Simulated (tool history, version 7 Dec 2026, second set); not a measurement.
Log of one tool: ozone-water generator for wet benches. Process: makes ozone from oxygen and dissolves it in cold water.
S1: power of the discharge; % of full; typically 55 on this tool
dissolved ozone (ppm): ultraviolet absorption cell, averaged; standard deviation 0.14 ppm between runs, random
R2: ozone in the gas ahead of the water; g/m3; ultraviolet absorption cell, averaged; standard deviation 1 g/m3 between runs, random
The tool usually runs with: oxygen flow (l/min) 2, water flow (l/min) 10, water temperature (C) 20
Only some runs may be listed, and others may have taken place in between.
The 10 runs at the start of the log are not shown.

{"run": 11, "hour": 1647.1, "S1": 55, "oxygen flow (l/min)": 2, "water flow (l/min)": 10, "water temperature (C)": 20, "dissolved ozone (ppm)": 15.7, "R2": 177.7}
{"run": 12, "hour": 1752.5, "S1": 55, "oxygen flow (l/min)": 2, "water flow (l/min)": 10, "water temperature (C)": 20, "dissolved ozone (ppm)": 15.4, "R2": 176.6}
{"hour": 1933.8, "done": "contactor cleaned, once more"}
{"run": 13, "hour": 1942.9, "S1": 55, "oxygen flow (l/min)": 2, "water flow (l/min)": 10, "water temperature (C)": 20, "dissolved ozone (ppm)": 16.6, "R2": 177.7}
{"run": 14, "hour": 2091.3, "S1": 55, "oxygen flow (l/min)": 2, "water flow (l/min)": 10, "water temperature (C)": 20, "dissolved ozone (ppm)": 16.9, "R2": 179.4}
{"run": 15, "hour": 2292.6, "S1": 55, "oxygen flow (l/min)": 2, "water flow (l/min)": 9, "water temperature (C)": 20, "dissolved ozone (ppm)": 18.1, "R2": 177.1}
{"run": 16, "hour": 2427.8, "S1": 55, "oxygen flow (l/min)": 2, "water flow (l/min)": 9, "water temperature (C)": 20, "dissolved ozone (ppm)": 18.1, "R2": 176.3}
{"run": 17, "hour": 2632.7, "S1": 52, "oxygen flow (l/min)": 1.46, "water flow (l/min)": 10, "water temperature (C)": 16, "dissolved ozone (ppm)": 15.6, "R2": 192}
{"run": 18, "hour": 2729.1, "S1": 49, "oxygen flow (l/min)": 1.98, "water flow (l/min)": 13, "water temperature (C)": 12, "dissolved ozone (ppm)": 13.3, "R2": 165.6}

Run 19 has not been measured yet. What should we expect?
{"run": 19, "hour": 2932.3, "S1": 49, "oxygen flow (l/min)": 1.98, "water flow (l/min)": 11, "water temperature (C)": 23, "dissolved ozone (ppm)": "?", "R2": "?"}

dissolved ozone (ppm): 13.9
R2: 166.2 g/m3
On a tool with no hidden condition, and with the same random variation, this run would have come out at dissolved ozone (ppm) 14.5, R2 172.5 g/m3.

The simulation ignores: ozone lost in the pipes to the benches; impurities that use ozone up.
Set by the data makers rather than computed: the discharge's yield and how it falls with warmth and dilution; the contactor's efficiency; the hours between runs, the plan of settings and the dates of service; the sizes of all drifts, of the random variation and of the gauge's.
